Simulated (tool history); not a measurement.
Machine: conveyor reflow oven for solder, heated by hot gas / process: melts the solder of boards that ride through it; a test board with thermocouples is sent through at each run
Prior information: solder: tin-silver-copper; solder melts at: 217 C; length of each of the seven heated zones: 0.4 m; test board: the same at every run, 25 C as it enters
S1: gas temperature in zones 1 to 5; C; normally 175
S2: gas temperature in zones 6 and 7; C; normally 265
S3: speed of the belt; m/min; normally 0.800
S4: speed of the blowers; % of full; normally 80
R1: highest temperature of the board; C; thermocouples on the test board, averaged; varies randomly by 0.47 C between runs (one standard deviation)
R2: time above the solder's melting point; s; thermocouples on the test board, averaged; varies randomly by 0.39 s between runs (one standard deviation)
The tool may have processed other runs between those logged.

{"run": 1, "hour": 0.0, "S1": 175, "S2": 265, "S3": 0.8, "S4": 80, "R1": 250.6, "R2": 45.4}
{"run": 2, "hour": 9.6, "S1": 175, "S2": 265, "S3": 0.8, "S4": 87, "R1": 251.6, "R2": 45.3}
{"run": 3, "hour": 16.7, "S1": 175, "S2": 265, "S3": 0.8, "S4": 80, "R1": 250.6, "R2": 44.4}
{"run": 4, "hour": 25.4, "S1": 190, "S2": 265, "S3": 0.8, "S4": 80, "R1": 252.5, "R2": 51.4}
{"run": 5, "hour": 36.2, "S1": 170, "S2": 265, "S3": 0.8, "S4": 80, "R1": 248.7, "R2": 42.7}
{"run": 6, "hour": 45.4, "S1": 170, "S2": 265, "S3": 0.875, "S4": 80, "R1": 245.9, "R2": 36.1}
{"run": 7, "hour": 57.9, "S1": 176, "S2": 265, "S3": 0.8, "S4": 80, "R1": 250.0, "R2": 44.6}
{"run": 8, "hour": 70.5, "S1": 176, "S2": 265, "S3": 0.8, "S4": 80, "R1": 249.7, "R2": 45.0}
{"run": 9, "hour": 82.1, "S1": 175, "S2": 265, "S3": 0.8, "S4": 61, "R1": 245.6, "R2": 40.4}
{"run": 10, "hour": 89.8, "S1": 175, "S2": 265, "S3": 0.8, "S4": 61, "R1": 245.1, "R2": 40.7}
{"run": 11, "hour": 99.6, "S1": 175, "S2": 265, "S3": 0.8, "S4": 61, "R1": 245.3, "R2": 40.4}
{"run": 12, "hour": 105.5, "S1": 175, "S2": 265, "S3": 0.8, "S4": 80, "R1": 249.8, "R2": 44.2}
{"run": 13, "hour": 112.5, "S1": 175, "S2": 265, "S3": 0.8, "S4": 54, "R1": 243.5, "R2": 37.8}
{"run": 14, "hour": 124.3, "S1": 175, "S2": 265, "S3": 0.8, "S4": 80, "R1": 249.6, "R2": 43.5}
{"run": 15, "hour": 131.7, "S1": 175, "S2": 265, "S3": 0.8, "S4": 80, "R1": 249.2, "R2": 43.5}
{"run": 16, "hour": 145.3, "S1": 167, "S2": 265, "S3": 0.657, "S4": 80, "R1": 253.8, "R2": 55.3}
{"run": 17, "hour": 158.1, "S1": 167, "S2": 265, "S3": 0.657, "S4": 80, "R1": 253.9, "R2": 55.7}
{"run": 18, "hour": 168.0, "S1": 171, "S2": 265, "S3": 0.716, "S4": 80, "R1": 252.6, "R2": 50.5}
{"run": 19, "hour": 175.6, "S1": 175, "S2": 265, "S3": 0.696, "S4": 64, "R1": 251.2, "R2": 51.3}
{"run": 20, "hour": 184.6, "S1": 175, "S2": 265, "S3": 0.696, "S4": 64, "R1": 250.3, "R2": 51.6}
{"run": 21, "hour": 194.1, "S1": 172, "S2": 265, "S3": 0.696, "S4": 64, "R1": 249.7, "R2": 50.6}
{"run": 22, "hour": 201.3, "S1": 167, "S2": 265, "S3": 0.8, "S4": 55, "R1": 241.1, "R2": 34.7}
{"run": 23, "hour": 208.8, "S1": 175, "S2": 265, "S3": 0.714, "S4": 80, "R1": 252.2, "R2": 52.0}
{"run": 24, "hour": 218.7, "S1": 175, "S2": 265, "S3": 0.714, "S4": 80, "R1": 252.2, "R2": 52.4}
{"run": 25, "hour": 229.0, "S1": 175, "S2": 265, "S3": 0.8, "S4": 65, "R1": 247.1, "R2": 40.6}
{"run": 26, "hour": 237.4, "S1": 175, "S2": 265, "S3": 0.8, "S4": 75, "R1": 248.4, "R2": 42.9}
{"run": 27, "hour": 244.8, "S1": 175, "S2": 265, "S3": 0.8, "S4": 75, "R1": 248.4, "R2": 42.8}
{"run": 28, "hour": 254.0, "S1": 175, "S2": 265, "S3": 0.8, "S4": 62, "R1": 246.7, "R2": 40.2}
{"run": 29, "hour": 262.5, "S1": 175, "S2": 265, "S3": 0.8, "S4": 62, "R1": 245.2, "R2": 39.5}
{"run": 30, "hour": 274.4, "S1": 177, "S2": 277, "S3": 0.665, "S4": 86, "R1": 266.8, "R2": 64.3}

How would selected steps in R1 from run to run divide? Give the signed amount a tool lacking its hidden state would still show from settings, what came in and random variation, and the signed amount left for the hidden state, including any gauge scatter that is not in both of the compared results.
Hidden state present: heat that the gas passes to the board, % of a clean oven's; belt's true speed, % of the reading; true gas temperature in zones 6 and 7 over the reading, C; drift of the gauge itself on peak_c, C; drift of the gauge itself on liquid_s, %.
Run 4 -> 5: S1 190 -> 170. R1 -3.8 C: hidden state -0.5, all else -3.3.
Run 15 -> 16: S1 175 -> 167, S3 0.800 -> 0.657. R1 +4.6 C: hidden state +0.4, all else +4.2.
Run 21 -> 22: S1 172 -> 167, S3 0.696 -> 0.800, S4 64 -> 55. R1 -8.6 C: hidden state -0.5, all else -8.1.
Run 22 -> 23: S1 167 -> 175, S3 0.800 -> 0.714, S4 55 -> 80. R1 +11.1 C: hidden state +0.3, all else +10.8.
Run 29 -> 30: S1 175 -> 177, S2 265 -> 277, S3 0.800 -> 0.665, S4 62 -> 86. R1 +21.6 C: hidden state +0.4, all else +21.2.
